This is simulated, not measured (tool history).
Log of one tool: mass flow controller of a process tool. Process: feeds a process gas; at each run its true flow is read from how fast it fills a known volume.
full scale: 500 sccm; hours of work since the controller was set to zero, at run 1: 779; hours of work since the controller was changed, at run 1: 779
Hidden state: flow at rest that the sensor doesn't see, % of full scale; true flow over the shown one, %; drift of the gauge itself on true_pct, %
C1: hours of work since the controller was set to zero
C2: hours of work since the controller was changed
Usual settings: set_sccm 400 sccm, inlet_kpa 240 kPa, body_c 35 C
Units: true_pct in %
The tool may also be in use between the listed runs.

run 1 hour=0.0 | set_sccm=400 inlet_kpa=240 body_c=35 | C1=779 C2=779 | true_pct=100.83
run 2 hour=87.3 | set_sccm=196 inlet_kpa=240 body_c=35 | C1=814 C2=814 | true_pct=100.63
run 3 hour=145.1 | set_sccm=270 inlet_kpa=240 body_c=35 | C1=838 C2=838 | true_pct=100.67
run 4 hour=188.7 | set_sccm=270 inlet_kpa=240 body_c=35 | C1=856 C2=856 | true_pct=100.72
run 5 hour=265.9 | set_sccm=263 inlet_kpa=240 body_c=35 | C1=887 C2=887 | true_pct=100.77
run 6 hour=310.5 | set_sccm=263 inlet_kpa=240 body_c=35 | C1=905 C2=905 | true_pct=100.89
run 7 hour=372.7 | set_sccm=400 inlet_kpa=240 body_c=28 | C1=931 C2=931 | true_pct=100.65
run 8 hour=458.2 | set_sccm=400 inlet_kpa=240 body_c=35 | C1=965 C2=965 | true_pct=101.02
run 9 hour=494.8 | set_sccm=400 inlet_kpa=240 body_c=35 | C1=980 C2=980 | true_pct=101.12
run 10 hour=565.5 | set_sccm=400 inlet_kpa=240 body_c=35 | C1=1009 C2=1009 | true_pct=101.15
run 11 hour=617.9 | set_sccm=400 inlet_kpa=240 body_c=35 | C1=1031 C2=1031 | true_pct=101.15
run 12 hour=667.7 | set_sccm=108 inlet_kpa=240 body_c=35 | C1=1051 C2=1051 | true_pct=100.75
run 13 hour=741.0 | set_sccm=400 inlet_kpa=240 body_c=35 | C1=1081 C2=1081 | true_pct=101.27
run 14 hour=797.1 | set_sccm=269 inlet_kpa=240 body_c=35 | C1=1104 C2=1104 | true_pct=101.08
run 15 hour=859.5 | set_sccm=269 inlet_kpa=240 body_c=35 | C1=1129 C2=1129 | true_pct=101.18
run 16 hour=905.1 | set_sccm=400 inlet_kpa=240 body_c=35 | C1=1148 C2=1148 | true_pct=101.39
run 17 hour=993.8 | set_sccm=400 inlet_kpa=240 body_c=35 | C1=1184 C2=1184 | true_pct=101.42
run 18 hour=1037.0 | set_sccm=400 inlet_kpa=240 body_c=35 | C1=1202 C2=1202 | true_pct=101.41
run 19 hour=1118.6 | set_sccm=400 inlet_kpa=240 body_c=35 | C1=1235 C2=1235 | true_pct=101.55
run 20 hour=1189.9 | set_sccm=400 inlet_kpa=240 body_c=35 | C1=1264 C2=1264 | true_pct=101.53
run 21 hour=1238.7 | set_sccm=400 inlet_kpa=240 body_c=35 | C1=1284 C2=1284 | true_pct=101.47
run 22 hour=1324.4 | set_sccm=400 inlet_kpa=240 body_c=22 | C1=1319 C2=1319 | true_pct=100.74
run 23 hour=1370.6 | set_sccm=391 inlet_kpa=240 body_c=22 | C1=1338 C2=1338 | true_pct=100.78
run 24 hour=1456.4 | set_sccm=339 inlet_kpa=160 body_c=30 | C1=1373 C2=1373 | true_pct=100.57
run 25 hour=1528.6 | set_sccm=339 inlet_kpa=160 body_c=30 | C1=1402 C2=1402 | true_pct=100.75
run 26 hour=1617.2 | set_sccm=371 inlet_kpa=240 body_c=35 | C1=1438 C2=1438 | true_pct=101.73
run 27 hour=1658.0 | set_sccm=65 inlet_kpa=256 body_c=35 | C1=1455 C2=1455 | true_pct=101.55
-- hour=1663.6 gauge calibrated
run 28 hour=1724.3 | set_sccm=56 inlet_kpa=176 body_c=35 | C1=1482 C2=1482 | true_pct=99.70
run 29 hour=1798.5 | set_sccm=98 inlet_kpa=220 body_c=24 | C1=1512 C2=1512 | true_pct=99.57
run 30 hour=1884.5 | set_sccm=136 inlet_kpa=232 body_c=24 | C1=1547 C2=1547 | true_pct=99.84
run 31 hour=1937.8 | set_sccm=109 inlet_kpa=180 body_c=25 | C1=1569 C2=1569 | true_pct=99.40
run 32 hour=1977.8 | set_sccm=109 inlet_kpa=180 body_c=25 | C1=1585 C2=1585 | true_pct=99.47
run 33 hour=2036.4 | set_sccm=415 inlet_kpa=155 body_c=35 | C1=1609 C2=1609 | true_pct=100.26
run 34 hour=2119.4 | set_sccm=135 inlet_kpa=267 body_c=29 | C1=1643 C2=1643 | true_pct=100.71
run 35 hour=2187.9 | set_sccm=321 inlet_kpa=220 body_c=24 | C1=1671 C2=1671 | true_pct=100.21
run 36 hour=2235.2 | set_sccm=400 inlet_kpa=220 body_c=21 | C1=1690 C2=1690 | true_pct=100.11
run 37 hour=2313.1 | set_sccm=433 inlet_kpa=165 body_c=35 | C1=1722 C2=1722 | true_pct=100.58
run 38 hour=2393.7 | set_sccm=104 inlet_kpa=188 body_c=21 | C1=1755 C2=1755 | true_pct=99.57
run 39 hour=2441.2 | set_sccm=400 inlet_kpa=177 body_c=22 | C1=1774 C2=1774 | true_pct=100.11
run 40 hour=2510.7 | set_sccm=400 inlet_kpa=177 body_c=22 | C1=1803 C2=1803 | true_pct=100.12
run 41 hour=2546.5 | set_sccm=338 inlet_kpa=161 body_c=25 | C1=1817 C2=1817 | true_pct=100.00
-- hour=2572.9 gauge calibrated
run 42 hour=2631.8 | set_sccm=338 inlet_kpa=161 body_c=25 | C1=1852 C2=1852 | true_pct=99.52
run 43 hour=2693.0 | set_sccm=58 inlet_kpa=240 body_c=32 | C1=1877 C2=1877 | true_pct=100.19

Hidden state or all else? Some run-to-run changes of true_pct, split into what the settings, what came in and random variation would give without the hidden state, and what is left for the hidden state (with any gauge scatter that isn't in both results):
Run 16 -> 17: no setting changed, nothing entered. true_pct +0.03 %: hidden state +0.06, all else -0.03.
Run 25 -> 26: set_sccm 339 -> 371, inlet_kpa 160 -> 240, body_c 30 -> 35. true_pct +0.98 %: hidden state +0.06, all else +0.92.
Run 27 -> 28: set_sccm 65 -> 56, inlet_kpa 256 -> 176, gauge calibrated. true_pct -1.85 %: hidden state -0.97, all else -0.88.
Run 37 -> 38: set_sccm 433 -> 104, inlet_kpa 165 -> 188, body_c 35 -> 21. true_pct -1.01 %: hidden state +0.04, all else -1.05.
Run 41 -> 42: gauge calibrated. true_pct -0.48 %: hidden state -0.49, all else +0.01.
